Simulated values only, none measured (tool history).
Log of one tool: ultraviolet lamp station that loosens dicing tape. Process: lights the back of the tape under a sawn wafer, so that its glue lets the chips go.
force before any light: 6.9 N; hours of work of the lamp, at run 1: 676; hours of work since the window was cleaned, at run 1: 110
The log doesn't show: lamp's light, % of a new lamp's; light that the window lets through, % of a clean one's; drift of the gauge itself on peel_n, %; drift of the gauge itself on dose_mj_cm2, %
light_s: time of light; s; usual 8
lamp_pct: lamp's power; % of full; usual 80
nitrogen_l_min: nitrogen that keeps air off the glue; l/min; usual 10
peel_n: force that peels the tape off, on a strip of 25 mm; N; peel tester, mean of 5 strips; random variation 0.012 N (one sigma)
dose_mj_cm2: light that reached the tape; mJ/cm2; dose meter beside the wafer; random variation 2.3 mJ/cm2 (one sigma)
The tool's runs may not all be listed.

run	hour	light_s	lamp_pct	nitrogen_l_min	hours of work of the lamp	hours of work since the window was cleaned	peel_n	dose_mj_cm2
1	0	8	80	10	676	110	1.021	172
2	44.9	8	80	10	694	129	1.015	172
3	65.9	8	80	10	703	137	1.071	170
4	85.5	8	80	10	711	145	1.064	168
5	120	8	80	10	725	160	1.029	173
6	145.1	8	80	10	736	170	1.102	166
7	170.2	8	80	10	746	181	1.088	166
8	202.9	8	80	10	760	194	1.121	164
9	237.1	8	80	10	774	209	1.125	164
10	275	8	81	10	790	224	1.156	161
11	306.5	8	68	10	803	237	1.539	136
12	351.2	7	60	19	822	256	1.607	99
13	391	5	88	9	838	273	2.122	107
14	425	14	85	10	853	287	0.362	282
# hour 440.6: lamp changed
15	449.1	7	80	10	4	296	0.78	201
16	470.7	8	80	6	13	305	0.935	228
17	501.6	8	80	6	25	318	0.925	224
18	526.3	8	71	4	36	329	1.525	196
19	547.5	8	71	4	45	337	1.497	196
20	586.9	8	71	4	61	354	1.525	199

The next listed run, before its measurement:
21	611	8	71	4	71	364	?	?

Run 21 gave peel_n 1.56 N, dose_mj_cm2 197 mJ/cm2.
Without the tool's hidden state the same run would have given peel_n 1.352 N, dose_mj_cm2 217 mJ/cm2.

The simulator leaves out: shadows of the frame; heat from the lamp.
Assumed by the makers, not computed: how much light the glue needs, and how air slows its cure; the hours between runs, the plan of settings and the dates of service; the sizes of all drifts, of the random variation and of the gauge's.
